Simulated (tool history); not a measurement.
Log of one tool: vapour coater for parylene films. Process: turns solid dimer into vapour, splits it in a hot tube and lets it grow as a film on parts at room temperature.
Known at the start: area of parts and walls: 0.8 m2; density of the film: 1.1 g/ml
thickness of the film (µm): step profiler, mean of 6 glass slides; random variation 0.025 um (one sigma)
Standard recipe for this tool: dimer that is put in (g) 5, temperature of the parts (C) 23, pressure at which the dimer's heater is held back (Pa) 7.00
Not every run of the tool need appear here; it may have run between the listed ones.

| run | hour | dimer that is put in (g) | temperature of the parts (C) | pressure at which the dimer's heater is held back (Pa) | thickness of the film (µm) |
|---|---|---|---|---|---|
| 1 | 0.0 | 5 | 23 | 7.00 | 2.88 |
| 2 | 60.5 | 5 | 23 | 7.00 | 2.96 |
| 3 | 118.0 | 5 | 23 | 7.00 | 2.87 |
| 4 | 164.7 | 5 | 23 | 7.00 | 2.86 |
| 5 | 206.3 | 5 | 23 | 7.00 | 2.92 |
| 6 | 253.5 | 5 | 23 | 7.00 | 2.88 |
| 7 | 279.3 | 5 | 23 | 7.00 | 2.85 |
| 8 | 322.5 | 5 | 23 | 7.00 | 2.90 |
| 9 | 354.7 | 5 | 25 | 7.00 | 2.72 |
| 10 | 384.3 | 5 | 25 | 7.00 | 2.72 |
| 11 | 439.3 | 5 | 19 | 7.00 | 3.26 |
| 12 | 477.1 | 5 | 19 | 7.00 | 3.21 |
|  | 509.4 | trap's valve overhauled |
| 13 | 543.0 | 5 | 19 | 7.00 | 3.27 |
| 14 | 600.4 | 5 | 15 | 7.00 | 3.60 |
| 15 | 641.7 | 5 | 15 | 7.00 | 3.57 |
|  | 685.8 | table's thermometer calibrated |
| 16 | 700.8 | 9 | 15 | 6.53 | 6.48 |
| 17 | 734.7 | 2 | 22 | 2.26 | 1.30 |
| 18 | 769.6 | 2 | 22 | 2.26 | 1.29 |
| 19 | 818.8 | 2 | 22 | 2.26 | 1.30 |
| 20 | 845.3 | 4 | 22 | 2.26 | 2.56 |
| 21 | 888.7 | 4 | 22 | 6.52 | 2.40 |
| 22 | 942.0 | 8 | 23 | 7.00 | 4.55 |
| 23 | 969.6 | 5 | 34 | 2.81 | 2.25 |
| 24 | 997.6 | 5 | 22 | 10.08 | 2.92 |

Consider 5 possible next runs. They are alternatives, not a sequence: every one starts from the tool as it was left by run 24. What does each give?
| A | 1045.3 | 5 | 22 | 3.28 | ? |
| B | 1045.3 | 3 | 22 | 10.08 | ? |
| C | 1045.3 | 5 | 23 | 6.15 | ? |
| D | 1045.3 | 5 | 22 | 9.96 | ? |
| E | 1045.3 | 4 | 22 | 6.41 | ? |

| run | thickness of the film (µm) |
|---|---|
| A | 3.11 |
| B | 1.74 |
| C | 2.92 |
| D | 2.91 |
| E | 2.40 |
Without the tool's hidden state the same runs would have given:
| run | thickness of the film (µm) |
|---|---|
| A | 3.12 |
| B | 1.75 |
| C | 2.93 |
| D | 2.92 |
| E | 2.41 |
